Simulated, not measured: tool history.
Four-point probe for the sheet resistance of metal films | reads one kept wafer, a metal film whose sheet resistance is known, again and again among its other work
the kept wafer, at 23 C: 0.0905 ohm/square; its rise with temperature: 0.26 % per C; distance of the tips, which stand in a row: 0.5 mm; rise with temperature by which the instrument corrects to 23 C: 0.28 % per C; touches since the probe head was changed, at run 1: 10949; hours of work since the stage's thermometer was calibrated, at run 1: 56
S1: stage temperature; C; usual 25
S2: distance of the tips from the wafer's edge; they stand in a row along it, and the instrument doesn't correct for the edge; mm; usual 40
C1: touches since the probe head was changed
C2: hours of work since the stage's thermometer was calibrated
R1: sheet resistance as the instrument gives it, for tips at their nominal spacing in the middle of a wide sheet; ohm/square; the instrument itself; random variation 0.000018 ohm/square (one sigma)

| run | day | S1 | S2 | C1 | C2 | R1 |
|---|---|---|---|---|---|---|
| 1 | 0.000 | 25 | 40 | 10949 | 56 | 0.090364 |
| 2 | 0.667 | 25 | 40 | 11238 | 65 | 0.090353 |
| 3 | 1.008 | 25 | 13 | 11387 | 69 | 0.090453 |
| 4 | 1.792 | 25 | 40 | 11725 | 80 | 0.090384 |
| 5 | 2.329 | 29 | 40 | 11958 | 87 | 0.090338 |
| 6 | 2.962 | 25 | 40 | 12234 | 96 | 0.090350 |
| 7 | 3.729 | 25 | 40 | 12565 | 106 | 0.090404 |
| 8 | 4.146 | 25 | 40 | 12746 | 111 | 0.090386 |
| 9 | 4.604 | 25 | 40 | 12945 | 118 | 0.090412 |
| 10 | 5.029 | 25 | 40 | 13129 | 123 | 0.090391 |
| 11 | 5.600 | 35 | 40 | 13377 | 131 | 0.090252 |
| 12 | 6.300 | 35 | 40 | 13680 | 140 | 0.090263 |
| 13 | 6.958 | 35 | 40 | 13965 | 149 | 0.090230 |
| 14 | 7.304 | 25 | 40 | 14114 | 154 | 0.090365 |
| 15 | 7.858 | 25 | 40 | 14356 | 161 | 0.090419 |
|  | 7.942 | stage's thermometer calibrated |
| 16 | 8.558 | 25 | 40 | 14649 | 8 | 0.090374 |
| 17 | 9.229 | 25 | 40 | 14941 | 17 | 0.090405 |
| 18 | 9.783 | 25 | 40 | 15181 | 25 | 0.090338 |
| 19 | 10.250 | 25 | 61 | 15382 | 31 | 0.090339 |
| 20 | 10.638 | 25 | 61 | 15551 | 36 | 0.090352 |
|  | 10.862 | stage's thermometer calibrated, once more |
| 21 | 11.017 | 25 | 61 | 15707 | 2 | 0.090372 |
| 22 | 11.800 | 25 | 61 | 16046 | 13 | 0.090388 |
| 23 | 12.496 | 25 | 33 | 16348 | 22 | 0.090423 |
| 24 | 13.025 | 25 | 33 | 16576 | 29 | 0.090420 |
| 25 | 13.804 | 30 | 8 | 16914 | 39 | 0.090534 |
| 26 | 14.412 | 30 | 8 | 17178 | 48 | 0.090549 |
| 27 | 14.954 | 30 | 6 | 17414 | 55 | 0.090663 |
| 28 | 15.758 | 23 | 63 | 17762 | 66 | 0.090438 |
| 29 | 16.292 | 32 | 73 | 17993 | 73 | 0.090311 |
| 30 | 17.038 | 25 | 4 | 18316 | 83 | 0.091175 |
| 31 | 17.750 | 25 | 4 | 18624 | 92 | 0.091162 |
| 32 | 18.275 | 35 | 42 | 18852 | 99 | 0.090302 |
| 33 | 18.738 | 24 | 40 | 19054 | 106 | 0.090461 |
| 34 | 19.158 | 24 | 40 | 19236 | 111 | 0.090447 |
| 35 | 19.846 | 24 | 40 | 19534 | 120 | 0.090446 |
| 36 | 20.458 | 21 | 65 | 19798 | 129 | 0.090480 |
| 37 | 21.000 | 32 | 6 | 20034 | 136 | 0.090658 |
| 38 | 21.567 | 32 | 6 | 20280 | 143 | 0.090692 |
| 39 | 22.004 | 29 | 14 | 20468 | 149 | 0.090418 |
| 40 | 22.538 | 24 | 3 | 20701 | 156 | 0.091785 |
| 41 | 23.183 | 25 | 11 | 20980 | 165 | 0.090520 |
| 42 | 23.808 | 18 | 26 | 21251 | 173 | 0.090529 |
| 43 | 24.221 | 18 | 26 | 21430 | 179 | 0.090536 |
| 44 | 24.900 | 32 | 27 | 21725 | 188 | 0.090357 |

Hidden state or all else? Some run-to-run changes of R1, split into what the settings, what came in and random variation would give without the hidden state, and what is left for the hidden state (with any gauge scatter that isn't in both results):
The hidden state here: inner tips' distance over the nominal, %; tips' flats over new ones', %; wafer's true temperature over the reading, C; drift of the gauge itself on sheet_ohm, %.
Run 15 -> 16: stage's thermometer calibrated. R1 -0.000045 ohm/square: hidden state -0.000016, all else -0.000029.
Run 20 -> 21: stage's thermometer calibrated, once more. R1 +0.000020 ohm/square: hidden state +0.000040, all else -0.000020.
Run 29 -> 30: S1 32 -> 25, S2 73 -> 4. R1 +0.000864 ohm/square: hidden state +0.000000, all else +0.000864.
Run 31 -> 32: S1 25 -> 35, S2 4 -> 42. R1 -0.000860 ohm/square: hidden state +0.000002, all else -0.000862.
Run 39 -> 40: S1 29 -> 24, S2 14 -> 3. R1 +0.001367 ohm/square: hidden state +0.000000, all else +0.001367.
Run 40 -> 41: S1 24 -> 25, S2 3 -> 11. R1 -0.001265 ohm/square: hidden state +0.000001, all else -0.001266.

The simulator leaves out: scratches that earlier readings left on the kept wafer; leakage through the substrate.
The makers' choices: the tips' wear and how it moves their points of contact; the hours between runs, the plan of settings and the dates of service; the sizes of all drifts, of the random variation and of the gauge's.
